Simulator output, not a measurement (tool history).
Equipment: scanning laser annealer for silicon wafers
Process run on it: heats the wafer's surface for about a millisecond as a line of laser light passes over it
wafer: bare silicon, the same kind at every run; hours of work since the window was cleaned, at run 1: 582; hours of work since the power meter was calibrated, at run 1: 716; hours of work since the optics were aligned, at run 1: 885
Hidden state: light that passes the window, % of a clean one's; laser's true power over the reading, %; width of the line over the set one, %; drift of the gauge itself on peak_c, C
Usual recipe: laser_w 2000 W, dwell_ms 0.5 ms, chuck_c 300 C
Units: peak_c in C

run    hour  laser_w  dwell_ms  chuck_c  hours of work since the window was cleaned  hours of work since the power meter was calibrated  hours of work since the optics were aligned  peak_c
  1       0     2000       0.5      300                                         582                                                 716                                          885    1072
       25.9  -- window over the wafer cleaned
  2      50     2000       0.5      300                                          11                                                 738                                          907    1123
  3    96.8     2000       0.5      300                                          32                                                 759                                          928    1121
  4   142.1     2000       0.5      300                                          52                                                 779                                          949    1119
  5   198.7     2000       0.5      278                                          78                                                 805                                          974    1093
  6   252.9     2000       0.5      278                                         102                                                 829                                          998    1090
  7   291.9     2000      0.36      278                                         120                                                 846                                         1016     985
  8   321.1     2000      0.36      304                                         133                                                 860                                         1029    1011
  9   359.2     2000       0.5      300                                         150                                                 877                                         1046    1111
 10     408     2000       0.5      300                                         172                                                 899                                         1068    1108
 11   457.2     2000       0.5      290                                         194                                                 921                                         1090    1092
 12     491     2000       0.5      290                                         209                                                 936                                         1106    1095
 13   535.3     2000     0.356      300                                         229                                                 956                                         1126     995
 14   562.6     2000     0.356      300                                         242                                                 968                                         1138     996
 15   602.3     2000     0.483      300                                         259                                                 986                                         1156    1084
 16     642     2000     0.411      300                                         277                                                1004                                         1174    1033
 17   674.4     2008     0.411      300                                         292                                                1019                                         1188    1035
 18   701.5     2008     0.411      300                                         304                                                1031                                         1200    1033
 19   751.3     2000       0.5      300                                         327                                                1053                                         1223    1094
 20   790.2     2000       0.5      300                                         344                                                1071                                         1240    1091
 21   825.2     2000       0.5      300                                         360                                                1087                                         1256    1092
 22   861.2     2000       0.5      300                                         376                                                1103                                         1272    1086
 23   915.8     2000       0.5      300                                         401                                                1127                                         1297    1086
 24   966.1     1770       0.5      282                                         423                                                1150                                         1319     954
 25   991.9     1770       0.5      282                                         435                                                1162                                         1331     955
     1001.6  -- optics aligned, line set to its width
 26  1032.9     2104     0.449      285                                         451                                                1178                                           14    1071
 27    1072     2104     0.449      285                                         469                                                1195                                           32    1069
 28    1113     1781     0.517      280                                         487                                                1214                                           50     953
 29  1162.1     1781     0.382      306                                         509                                                1236                                           72     898
 30    1208     1908     0.382      306                                         530                                                1257                                           93     948
     1239.1  -- optics aligned, line set to its width, once more
 31  1261.7     1908     0.382      306                                         552                                                1279                                           10     964
 32    1292     2104       0.5      325                                         565                                                1292                                           24    1157
 33  1352.1     1735     0.351      287                                         593                                                1319                                           51     850
     1358.9  -- window over the wafer cleaned
 34  1412.2     1889     0.369      276                                          24                                                1345                                           77     966
 35  1447.6     2000     0.366      279                                          40                                                1361                                           93    1011
 36  1499.3     2000     0.377      300                                          63                                                1385                                          116    1043
 37  1535.6     2000     0.468      276                                          80                                                1401                                          133    1086
 38  1590.7     2091       0.5      300                                         104                                                1426                                          157    1176
 39  1634.9     1747       0.5      271                                         124                                                1446                                          177     972
 40  1683.5     1747       0.5      272                                         146                                                1468                                          199     972

Describe how what the log doesn't record of the tool's condition differs between the last listed run preceding each entry between runs and the first listed run following it.
Runs 1 to 2: window over the wafer cleaned (hour 25.9)
  light that passes the window, % of a clean one's: 94.21 -> 99.61; laser's true power over the reading, %: 0.21 -> 0.22; width of the line over the set one, %: 1.36 -> 1.39
  measured minus no-state result, peak_c: -66 -> -11 C
Runs 25 to 26: optics aligned, line set to its width (hour 1001.6)
  light that passes the window, % of a clean one's: 95.43 -> 95.26; laser's true power over the reading, %: 0.48 -> 0.49; width of the line over the set one, %: 1.97 -> 3.25
  measured minus no-state result, peak_c: -47 -> -67 C
Runs 30 to 31: optics aligned, line set to its width, once more (hour 1239.1)
  light that passes the window, % of a clean one's: 94.5 -> 94.28; laser's true power over the reading, %: 0.54 -> 0.55; width of the line over the set one, %: 3.36 -> 0.03
  measured minus no-state result, peak_c: -61 -> -46 C
Runs 33 to 34: window over the wafer cleaned (hour 1358.9)
  light that passes the window, % of a clean one's: 93.88 -> 99.77; laser's true power over the reading, %: 0.58 -> 0.59; width of the line over the set one, %: 0.09 -> 0.12
  measured minus no-state result, peak_c: -42 -> +2 C
